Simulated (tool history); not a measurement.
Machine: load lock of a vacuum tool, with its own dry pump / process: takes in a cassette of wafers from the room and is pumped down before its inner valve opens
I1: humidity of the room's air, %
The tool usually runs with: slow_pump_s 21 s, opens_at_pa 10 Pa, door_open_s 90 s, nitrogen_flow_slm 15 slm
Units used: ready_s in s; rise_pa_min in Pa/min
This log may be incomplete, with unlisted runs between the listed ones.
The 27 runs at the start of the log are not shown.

run 28 hour=2715.5 | slow_pump_s=21 opens_at_pa=7 door_open_s=87 nitrogen_flow_slm=14 | I1=40.7 | ready_s=32.38 rise_pa_min=0.178
run 29 hour=2809.0 | slow_pump_s=23 opens_at_pa=15 door_open_s=90 nitrogen_flow_slm=15 | I1=50.8 | ready_s=33.11 rise_pa_min=0.197
run 30 hour=2896.0 | slow_pump_s=25 opens_at_pa=13 door_open_s=37 nitrogen_flow_slm=15 | I1=41.8 | ready_s=35.17 rise_pa_min=0.151
run 31 hour=3013.2 | slow_pump_s=25 opens_at_pa=13 door_open_s=37 nitrogen_flow_slm=15 | I1=48.6 | ready_s=35.22 rise_pa_min=0.160
run 32 hour=3138.4 | slow_pump_s=21 opens_at_pa=10 door_open_s=32 nitrogen_flow_slm=15 | I1=46.8 | ready_s=31.89 rise_pa_min=0.160
run 33 hour=3252.5 | slow_pump_s=25 opens_at_pa=9 door_open_s=90 nitrogen_flow_slm=37 | I1=45.6 | ready_s=35.84 rise_pa_min=0.172
run 34 hour=3319.1 | slow_pump_s=39 opens_at_pa=10 door_open_s=90 nitrogen_flow_slm=14 | I1=47.6 | ready_s=48.42 rise_pa_min=0.212
run 35 hour=3407.5 | slow_pump_s=39 opens_at_pa=20 door_open_s=90 nitrogen_flow_slm=14 | I1=42.8 | ready_s=47.41 rise_pa_min=0.199
run 36 hour=3539.3 | slow_pump_s=18 opens_at_pa=10 door_open_s=139 nitrogen_flow_slm=15 | I1=49.8 | ready_s=29.22 rise_pa_min=0.243
run 37 hour=3619.1 | slow_pump_s=28 opens_at_pa=10 door_open_s=116 nitrogen_flow_slm=14 | I1=46.3 | ready_s=38.32 rise_pa_min=0.230
run 38 hour=3682.8 | slow_pump_s=28 opens_at_pa=10 door_open_s=116 nitrogen_flow_slm=14 | I1=42.6 | ready_s=38.25 rise_pa_min=0.235

Predict each of these 3 candidate next runs independently; none follows another, all start after run 38:
run A hour=3774.7 | slow_pump_s=33 opens_at_pa=10 door_open_s=116 nitrogen_flow_slm=12 | I1=45.0 | ready_s=? rise_pa_min=?
run B hour=3774.7 | slow_pump_s=21 opens_at_pa=11 door_open_s=90 nitrogen_flow_slm=28 | I1=44.6 | ready_s=? rise_pa_min=?
run C hour=3774.7 | slow_pump_s=28 opens_at_pa=10 door_open_s=50 nitrogen_flow_slm=14 | I1=47.1 | ready_s=? rise_pa_min=?

run=A ready_s=43.00 rise_pa_min=0.233
run=B ready_s=31.92 rise_pa_min=0.193
run=C ready_s=38.43 rise_pa_min=0.188
With the hidden condition removed and each run's random variation left untouched, the same runs would have given:
run=A ready_s=42.28 rise_pa_min=0.093
run=B ready_s=31.17 rise_pa_min=0.055
run=C ready_s=37.71 rise_pa_min=0.050

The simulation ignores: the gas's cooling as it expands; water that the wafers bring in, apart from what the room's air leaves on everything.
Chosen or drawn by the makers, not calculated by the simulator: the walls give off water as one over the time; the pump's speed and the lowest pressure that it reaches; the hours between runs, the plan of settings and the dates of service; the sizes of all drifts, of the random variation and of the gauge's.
